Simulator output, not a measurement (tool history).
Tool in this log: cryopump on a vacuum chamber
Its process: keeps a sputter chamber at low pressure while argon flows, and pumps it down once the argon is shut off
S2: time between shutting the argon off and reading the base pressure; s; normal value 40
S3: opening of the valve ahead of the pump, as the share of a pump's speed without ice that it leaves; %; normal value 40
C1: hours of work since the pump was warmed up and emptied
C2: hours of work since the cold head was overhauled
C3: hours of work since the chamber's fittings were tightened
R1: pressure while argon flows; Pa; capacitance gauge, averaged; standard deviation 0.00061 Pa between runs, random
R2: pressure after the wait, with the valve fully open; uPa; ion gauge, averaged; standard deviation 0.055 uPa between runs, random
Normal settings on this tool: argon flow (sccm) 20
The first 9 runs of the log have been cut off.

{"run": 10, "day": 3.292, "argon flow (sccm)": 20, "S2": 40, "S3": 49, "C1": 503, "C2": 503, "C3": 1641, "R1": 0.075, "R2": 5.45}
{"run": 11, "day": 3.638, "argon flow (sccm)": 20, "S2": 104, "S3": 40, "C1": 509, "C2": 509, "C3": 1647, "R1": 0.0919, "R2": 3.58}
{"run": 12, "day": 4.15, "argon flow (sccm)": 20, "S2": 40, "S3": 40, "C1": 518, "C2": 518, "C3": 1656, "R1": 0.0923, "R2": 5.6}
{"run": 13, "day": 4.588, "argon flow (sccm)": 9, "S2": 40, "S3": 40, "C1": 525, "C2": 525, "C3": 1663, "R1": 0.0414, "R2": 5.51}
{"run": 14, "day": 5.075, "argon flow (sccm)": 9, "S2": 40, "S3": 40, "C1": 533, "C2": 533, "C3": 1672, "R1": 0.0419, "R2": 5.61}
{"run": 15, "day": 5.558, "argon flow (sccm)": 20, "S2": 40, "S3": 24, "C1": 541, "C2": 541, "C3": 1680, "R1": 0.1516, "R2": 5.5}
{"run": 16, "day": 6.171, "argon flow (sccm)": 20, "S2": 289, "S3": 40, "C1": 552, "C2": 552, "C3": 1690, "R1": 0.0924, "R2": 2.81}
{"run": 17, "day": 6.496, "argon flow (sccm)": 20, "S2": 40, "S3": 40, "C1": 557, "C2": 557, "C3": 1696, "R1": 0.0931, "R2": 5.63}
{"run": 18, "day": 7.017, "argon flow (sccm)": 17, "S2": 40, "S3": 32, "C1": 566, "C2": 566, "C3": 1704, "R1": 0.0974, "R2": 5.46}
{"run": 19, "day": 7.317, "argon flow (sccm)": 17, "S2": 40, "S3": 32, "C1": 571, "C2": 571, "C3": 1709, "R1": 0.0979, "R2": 5.51}
{"run": 20, "day": 7.679, "argon flow (sccm)": 12, "S2": 66, "S3": 44, "C1": 577, "C2": 577, "C3": 1716, "R1": 0.0507, "R2": 4.34}
{"run": 21, "day": 8.05, "argon flow (sccm)": 17, "S2": 40, "S3": 56, "C1": 584, "C2": 584, "C3": 1722, "R1": 0.0569, "R2": 5.63}
{"run": 22, "day": 8.625, "argon flow (sccm)": 28, "S2": 41, "S3": 33, "C1": 593, "C2": 593, "C3": 1732, "R1": 0.1566, "R2": 5.67}

Run 23, settings as shown, results not yet in. Your forecast:
{"run": 23, "day": 9.188, "argon flow (sccm)": 26, "S2": 40, "S3": 40, "C1": 603, "C2": 603, "C3": 1741, "R1": "?", "R2": "?"}

{"run 23": {"R1": 0.1212, "R2": 5.72}}
Take away the tool's hidden state, keep the run-to-run variation as it was, and the same run would have given R1 0.1164 Pa, R2 3.49 uPa.
